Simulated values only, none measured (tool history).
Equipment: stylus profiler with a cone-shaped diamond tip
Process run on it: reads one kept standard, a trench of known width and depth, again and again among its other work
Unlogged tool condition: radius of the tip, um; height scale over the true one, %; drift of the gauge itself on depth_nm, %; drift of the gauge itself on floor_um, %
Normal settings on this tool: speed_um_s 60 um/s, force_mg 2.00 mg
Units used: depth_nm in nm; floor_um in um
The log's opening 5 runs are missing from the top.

run   hour  speed_um_s  force_mg  scans with this tip  hours of work since the height scale was calibrated  depth_nm  floor_um
  6  112.7          60      2.00                 3731                                                  263    101.40     47.27
  7  125.4          60      2.00                 3825                                                  270    101.42     47.27
  8  149.3          60      2.00                 3999                                                  282    101.43     47.26
  9  166.0          60      2.00                 4121                                                  291    101.35     47.28
 10  182.4          60      1.01                 4241                                                  299    100.86     47.08
 11  194.6          60      1.01                 4330                                                  306    100.88     47.08
 12  221.6         202      2.00                 4528                                                  320    101.38     46.34
 13  243.7         202      2.00                 4689                                                  331    101.42     46.41
 14  258.5         202      2.00                 4797                                                  339    101.44     46.38
 15  273.2         202      2.00                 4905                                                  346    101.41     46.30
 16  293.6         202      2.00                 5054                                                  357    101.41     46.25
 17  316.0         202      2.00                 5218                                                  368    101.38     46.32
 18  341.5         202      2.00                 5404                                                  382    101.52     46.33
 19  354.5          60      1.59                 5500                                                  388    101.23     47.12
 20  368.9          60      1.59                 5605                                                  396    101.25     47.11
 21  389.5          60      1.59                 5756                                                  406    101.30     47.05
 22  413.4          60      1.59                 5931                                                  419    101.25     47.07
 23  438.6          60      1.59                 6115                                                  432    101.26     47.07
 24  462.7          75      2.58                 6291                                                  444    101.71     47.02
 25  481.6          77      5.96                 6429                                                  454    102.94     47.17
 26  508.5         137      3.46                 6626                                                  468    102.06     46.83
 27  525.7         204      1.63                 6752                                                  477    101.29     45.97
 28  549.8         204      1.63                 6927                                                  489    101.28     45.98
 29  567.3          49      0.78                 7056                                                  498    100.79     46.92
 30  590.5          61      1.47                 7225                                                  510    101.20     46.96

Predict the results of run 31:
 31  604.8          37      5.14                 7330                                                  518         ?         ?

depth_nm: 102.69 nm
floor_um: 47.22 um
The same run, on a tool lacking any hidden state, would have yielded depth_nm 102.63 nm, floor_um 47.85 um.

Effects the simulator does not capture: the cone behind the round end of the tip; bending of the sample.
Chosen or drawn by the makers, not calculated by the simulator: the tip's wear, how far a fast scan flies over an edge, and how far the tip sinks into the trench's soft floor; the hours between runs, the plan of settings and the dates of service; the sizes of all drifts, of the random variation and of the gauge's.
